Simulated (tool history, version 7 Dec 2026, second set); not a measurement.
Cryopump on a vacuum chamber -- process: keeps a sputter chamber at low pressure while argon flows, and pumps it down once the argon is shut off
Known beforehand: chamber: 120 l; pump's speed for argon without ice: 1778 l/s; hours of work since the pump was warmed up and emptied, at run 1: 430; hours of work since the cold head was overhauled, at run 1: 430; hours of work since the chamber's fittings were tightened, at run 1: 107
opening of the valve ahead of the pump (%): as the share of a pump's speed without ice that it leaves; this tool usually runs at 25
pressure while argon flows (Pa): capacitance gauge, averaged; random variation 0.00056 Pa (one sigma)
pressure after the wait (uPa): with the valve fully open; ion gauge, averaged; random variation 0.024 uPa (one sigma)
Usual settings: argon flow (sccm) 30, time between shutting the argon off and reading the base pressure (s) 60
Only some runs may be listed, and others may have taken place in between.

run	hour	argon flow (sccm)	time between shutting the argon off and reading the base pressure (s)	opening of the valve ahead of the pump (%)	hours of work since the pump was warmed up and emptied	hours of work since the cold head was overhauled	hours of work since the chamber's fittings were tightened	pressure while argon flows (Pa)	pressure after the wait (uPa)
1	0	30	60	25	430	430	107	0.1179	1.1
2	50.5	30	60	25	470	470	147	0.1184	1.08
# hour 70.8: pump warmed up, emptied and cooled again
3	144.1	45	60	25	57	539	216	0.1715	1.07
4	231.6	45	60	25	126	607	284	0.172	1.07
5	303.2	45	60	25	182	663	340	0.1738	1.1
6	369.1	45	60	25	233	715	392	0.1733	1.08
7	478.7	45	60	42	319	801	478	0.1059	1.14
8	531.1	45	60	42	360	842	519	0.1069	1.16
9	577.2	45	60	42	396	878	555	0.1076	1.14
10	669.9	30	60	25	469	950	627	0.1185	1.16
# hour 684.3: pump warmed up, emptied and cooled again
11	729.3	30	60	25	35	993	670	0.1152	1.16
12	788.3	30	60	25	81	1039	716	0.1154	1.12
13	860.3	30	60	25	138	1095	772	0.1164	1.19
14	904.8	30	54	44	172	1130	807	0.0658	1.25
15	1001.5	30	54	44	248	1206	883	0.0669	1.25
16	1048	31	55	44	285	1242	919	0.0701	1.26
17	1092.5	31	55	44	319	1277	954	0.0705	1.31
18	1178.5	52	94	25	387	1344	1021	0.2036	0.87
19	1267.9	52	94	25	457	1414	1091	0.2051	0.92
# hour 1303.7: pump warmed up, emptied and cooled again
20	1328.9	30	60	31	20	1458	1135	0.0923	1.2
21	1403.4	30	85	31	78	1516	1193	0.0936	0.96
22	1451.5	24	65	57	116	1554	1231	0.0406	1.16
23	1525.7	28	60	49	174	1612	1289	0.0556	1.24
24	1572.6	34	186	21	210	1649	1326	0.1574	0.69
25	1657	34	186	21	276	1715	1392	0.1563	0.73
26	1728.6	34	186	21	332	1771	1448	0.1578	0.7

Measured minus without-hidden-state, run by run (identical run-to-run variation in each term; gauge scatter may differ):
The hidden state here: pump's speed, % of a pump's without ice; cold plate's temperature, K; leak into the chamber, uPa l/s; drift of the gauge itself on working_pa, %; drift of the gauge itself on base_upa, %.
run	pressure while argon flows (Pa)	pressure after the wait (uPa)
1	+0.0039	+0.06
2	+0.0043	+0.07
3	+0.0009	+0.05
4	+0.0018	+0.07
5	+0.0025	+0.07
6	+0.0032	+0.08
7	+0.0043	+0.11
8	+0.005	+0.12
9	+0.0055	+0.13
10	+0.0043	+0.14
11	+0.0005	+0.11
12	+0.001	+0.12
13	+0.0014	+0.13
14	+0.0018	+0.14
15	+0.0025	+0.16
16	+0.003	+0.16
17	+0.0033	+0.18
18	+0.0065	+0.19
19	+0.0078	+0.22
20	+0.0006	+0.18
21	+0.0011	+0.19
22	+0.0011	+0.2
23	+0.0018	+0.21
24	+0.0025	+0.22
25	+0.0033	+0.24
26	+0.0039	+0.25

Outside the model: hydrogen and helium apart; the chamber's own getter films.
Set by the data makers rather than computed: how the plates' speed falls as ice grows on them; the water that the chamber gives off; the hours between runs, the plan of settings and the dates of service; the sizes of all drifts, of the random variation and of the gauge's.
